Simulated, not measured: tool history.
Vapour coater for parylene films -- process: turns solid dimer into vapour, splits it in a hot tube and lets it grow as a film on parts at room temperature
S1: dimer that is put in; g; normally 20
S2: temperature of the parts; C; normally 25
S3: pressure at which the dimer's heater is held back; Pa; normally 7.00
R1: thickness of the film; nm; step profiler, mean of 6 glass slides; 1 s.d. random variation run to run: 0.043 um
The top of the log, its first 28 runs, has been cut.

{"run": 29, "hour": 694.9, "S1": 19, "S2": 25, "S3": 7.0, "R1": 5700}
{"run": 30, "hour": 720.0, "S1": 15, "S2": 19, "S3": 7.88, "R1": 5400}
{"hour": 745.2, "done": "trap's valve overhauled"}
{"run": 31, "hour": 760.1, "S1": 15, "S2": 19, "S3": 7.88, "R1": 5980}
{"run": 32, "hour": 787.5, "S1": 15, "S2": 19, "S3": 7.88, "R1": 5990}
{"run": 33, "hour": 811.4, "S1": 15, "S2": 19, "S3": 7.88, "R1": 5930}
{"run": 34, "hour": 826.9, "S1": 15, "S2": 32, "S3": 8.0, "R1": 4010}
{"run": 35, "hour": 858.3, "S1": 10, "S2": 21, "S3": 6.04, "R1": 3840}
{"run": 36, "hour": 882.5, "S1": 10, "S2": 21, "S3": 2.23, "R1": 4300}
{"run": 37, "hour": 910.4, "S1": 20, "S2": 21, "S3": 2.23, "R1": 8610}
{"run": 38, "hour": 945.1, "S1": 32, "S2": 26, "S3": 2.6, "R1": 11560}
{"run": 39, "hour": 963.2, "S1": 32, "S2": 26, "S3": 2.6, "R1": 11390}
{"run": 40, "hour": 987.4, "S1": 32, "S2": 26, "S3": 2.6, "R1": 11380}
{"run": 41, "hour": 1015.4, "S1": 32, "S2": 26, "S3": 2.6, "R1": 11340}
{"run": 42, "hour": 1044.4, "S1": 32, "S2": 26, "S3": 2.6, "R1": 11340}
{"run": 43, "hour": 1078.3, "S1": 32, "S2": 26, "S3": 2.6, "R1": 11320}
{"run": 44, "hour": 1093.4, "S1": 20, "S2": 25, "S3": 6.88, "R1": 6390}
{"run": 45, "hour": 1119.1, "S1": 20, "S2": 25, "S3": 6.88, "R1": 6510}
{"run": 46, "hour": 1146.0, "S1": 10, "S2": 29, "S3": 7.06, "R1": 2830}

Here are 3 independent what-if runs from the current tool condition. What would each one return?
{"run": "A", "hour": 1172.7, "S1": 15, "S2": 24, "S3": 3.76, "R1": "?"}
{"run": "B", "hour": 1172.7, "S1": 20, "S2": 25, "S3": 2.5, "R1": "?"}
{"run": "C", "hour": 1172.7, "S1": 34, "S2": 29, "S3": 7.06, "R1": "?"}

run=A R1=5360
run=B R1=7240
run=C R1=9610
With no hidden state in the tool, these same runs would have given:
run=A R1=5640
run=B R1=7620
run=C R1=10110
